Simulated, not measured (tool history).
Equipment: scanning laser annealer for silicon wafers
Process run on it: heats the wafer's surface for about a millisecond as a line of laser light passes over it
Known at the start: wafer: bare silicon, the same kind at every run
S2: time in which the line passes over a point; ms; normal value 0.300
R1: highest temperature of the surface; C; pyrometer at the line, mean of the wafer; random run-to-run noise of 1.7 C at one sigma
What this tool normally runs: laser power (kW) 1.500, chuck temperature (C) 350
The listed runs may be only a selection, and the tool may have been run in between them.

{"run": 1, "day": 0.0, "laser power (kW)": 1.5, "S2": 0.3, "chuck temperature (C)": 350, "R1": 1066}
{"run": 2, "day": 1.217, "laser power (kW)": 1.5, "S2": 0.3, "chuck temperature (C)": 350, "R1": 1065}
{"run": 3, "day": 2.533, "laser power (kW)": 1.5, "S2": 0.3, "chuck temperature (C)": 350, "R1": 1065}
{"run": 4, "day": 3.983, "laser power (kW)": 1.5, "S2": 0.3, "chuck temperature (C)": 350, "R1": 1061}
{"run": 5, "day": 4.746, "laser power (kW)": 1.5, "S2": 0.3, "chuck temperature (C)": 350, "R1": 1062}
{"run": 6, "day": 5.621, "laser power (kW)": 1.5, "S2": 0.3, "chuck temperature (C)": 350, "R1": 1060}
{"run": 7, "day": 6.646, "laser power (kW)": 1.5, "S2": 0.3, "chuck temperature (C)": 350, "R1": 1060}
{"run": 8, "day": 8.121, "laser power (kW)": 1.5, "S2": 0.3, "chuck temperature (C)": 350, "R1": 1056}
{"run": 9, "day": 9.246, "laser power (kW)": 1.5, "S2": 0.235, "chuck temperature (C)": 350, "R1": 974}
{"run": 10, "day": 9.988, "laser power (kW)": 1.5, "S2": 0.235, "chuck temperature (C)": 350, "R1": 972}
{"run": 11, "day": 10.821, "laser power (kW)": 1.5, "S2": 0.235, "chuck temperature (C)": 350, "R1": 972}
{"run": 12, "day": 12.296, "laser power (kW)": 1.5, "S2": 0.235, "chuck temperature (C)": 350, "R1": 971}
{"run": 13, "day": 13.896, "laser power (kW)": 1.623, "S2": 0.273, "chuck temperature (C)": 350, "R1": 1092}
{"run": 14, "day": 14.912, "laser power (kW)": 1.623, "S2": 0.273, "chuck temperature (C)": 350, "R1": 1091}
{"run": 15, "day": 16.471, "laser power (kW)": 1.298, "S2": 0.3, "chuck temperature (C)": 350, "R1": 930}
{"day": 17.221, "done": "window over the wafer cleaned"}
{"run": 16, "day": 17.808, "laser power (kW)": 1.503, "S2": 0.3, "chuck temperature (C)": 340, "R1": 1063}
{"run": 17, "day": 18.858, "laser power (kW)": 1.546, "S2": 0.225, "chuck temperature (C)": 350, "R1": 992}
{"run": 18, "day": 20.204, "laser power (kW)": 1.581, "S2": 0.268, "chuck temperature (C)": 341, "R1": 1068}
{"run": 19, "day": 21.638, "laser power (kW)": 1.395, "S2": 0.357, "chuck temperature (C)": 383, "R1": 1094}

The logged runs with the hidden state left out (each run's random variation unchanged):
What the log doesn't record here: light that passes the window, % of a clean one's; laser's true power over the reading, %; width of the line over the set one, %; drift of the gauge itself on peak_c, C.
run=1 R1=1085
run=2 R1=1085
run=3 R1=1086
run=4 R1=1084
run=5 R1=1086
run=6 R1=1084
run=7 R1=1086
run=8 R1=1083
run=9 R1=999
run=10 R1=998
run=11 R1=998
run=12 R1=999
run=13 R1=1127
run=14 R1=1127
run=15 R1=960
run=16 R1=1079
run=17 R1=1006
run=18 R1=1086
run=19 R1=1113

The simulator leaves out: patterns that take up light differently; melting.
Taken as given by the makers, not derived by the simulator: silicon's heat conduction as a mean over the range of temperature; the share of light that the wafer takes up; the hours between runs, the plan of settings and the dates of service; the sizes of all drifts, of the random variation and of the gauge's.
